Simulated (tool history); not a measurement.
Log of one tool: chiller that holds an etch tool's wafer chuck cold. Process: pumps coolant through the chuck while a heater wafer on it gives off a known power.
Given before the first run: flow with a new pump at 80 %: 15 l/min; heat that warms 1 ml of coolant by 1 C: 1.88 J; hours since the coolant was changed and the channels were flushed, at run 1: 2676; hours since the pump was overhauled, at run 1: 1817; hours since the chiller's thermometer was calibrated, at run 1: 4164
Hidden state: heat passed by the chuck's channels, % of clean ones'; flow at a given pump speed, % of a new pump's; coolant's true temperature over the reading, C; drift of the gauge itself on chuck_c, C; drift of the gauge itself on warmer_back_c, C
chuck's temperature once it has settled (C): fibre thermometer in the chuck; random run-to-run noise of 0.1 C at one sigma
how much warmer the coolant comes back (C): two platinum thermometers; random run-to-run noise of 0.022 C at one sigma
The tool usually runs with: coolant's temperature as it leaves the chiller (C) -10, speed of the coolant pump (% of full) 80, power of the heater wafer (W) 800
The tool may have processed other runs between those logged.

run	hour	coolant's temperature as it leaves the chiller (C)	speed of the coolant pump (% of full)	power of the heater wafer (W)	hours since the coolant was changed and the channels were flushed	hours since the pump was overhauled	hours since the chiller's thermometer was calibrated	chuck's temperature once it has settled (C)	how much warmer the coolant comes back (C)
1	0	-10	80	800	2676	1817	4164	-3.3	1.8
2	180.1	-10	80	800	2856	1997	4344	-3.3	1.84
3	317.8	-10	80	800	2993	2135	4482	-3.2	1.79
4	422.1	-10	80	800	3098	2239	4586	-3.4	1.81
5	603.3	-10	80	800	3279	2421	4767	-3	1.8
6	792.9	-10	80	800	3468	2610	4957	-3	1.85
7	909.5	-10	80	800	3585	2727	5073	-3.1	1.85
8	1089.9	-10	80	800	3765	2907	5254	-2.9	1.84
9	1225.9	-10	80	800	3901	3043	5390	-2.9	1.87
# hour 1313.9: chiller's thermometer calibrated
10	1395.6	-10	80	800	4070	3212	82	-2.5	1.84
11	1560.3	-10	80	800	4235	3377	246	-2.4	1.85
12	1645.8	-10	80	800	4320	3462	332	-2.4	1.89
13	1770.5	-10	80	800	4445	3587	457	-2.3	1.86
14	1874.6	-10	80	800	4549	3691	561	-2.3	1.89
15	1958.6	-10	88	800	4633	3775	645	-2.8	1.74
16	2126.5	-10	88	800	4801	3943	813	-2.8	1.74
17	2244.6	-10	88	800	4919	4061	931	-2.8	1.72
18	2362.4	-8	85	1197	5037	4179	1048	3.2	2.66
19	2515.7	-17	87	1197	5190	4332	1202	-6	2.64
20	2659.1	-13	80	800	5334	4475	1345	-4.9	1.95
21	2841.1	-17	95	580	5516	4657	1527	-11.9	1.13
22	2973.6	-14	95	580	5648	4790	1660	-8.8	1.13
23	3149	-14	95	580	5824	4965	1835	-8.9	1.19
24	3318.2	-3	83	1002	5993	5134	2004	7	2.38
25	3481.5	-10	80	663	6156	5298	2168	-3	1.64
26	3627.4	-10	80	663	6302	5444	2313	-3.2	1.66
27	3719.2	-4	98	440	6394	5535	2405	-0.2	0.89
28	3908.1	-7	80	610	6583	5724	2594	-0.5	1.48
29	4090.8	-14	91	559	6765	5907	2777	-8.6	1.25
# hour 4278.9: coolant changed, channels flushed
30	4278.9	-13	60	559	0	6089	2959	-7.1	1.84
31	4412.8	-13	60	559	134	6223	3093	-7.1	1.78

Alternative continuations, all from the tool just after run 31; predict every row:
A	4509.6	-7	72	559	231	6320	3190	?	?
B	4509.6	-12	64	944	231	6320	3190	?	?
C	4509.6	-13	76	738	231	6320	3190	?	?
D	4509.6	-10	80	577	231	6320	3190	?	?
E	4509.6	-16	60	476	231	6320	3190	?	?

run	chuck's temperature once it has settled (C)	how much warmer the coolant comes back (C)
A	-1.7	1.58
B	-2.5	2.93
C	-6.5	1.95
D	-5.2	1.5
E	-11	1.59
Without the tool's hidden state the same runs would have given:
run	chuck's temperature once it has settled (C)	how much warmer the coolant comes back (C)
A	-2.3	1.34
B	-3.7	2.48
C	-7.3	1.66
D	-5.7	1.28
E	-11.6	1.35
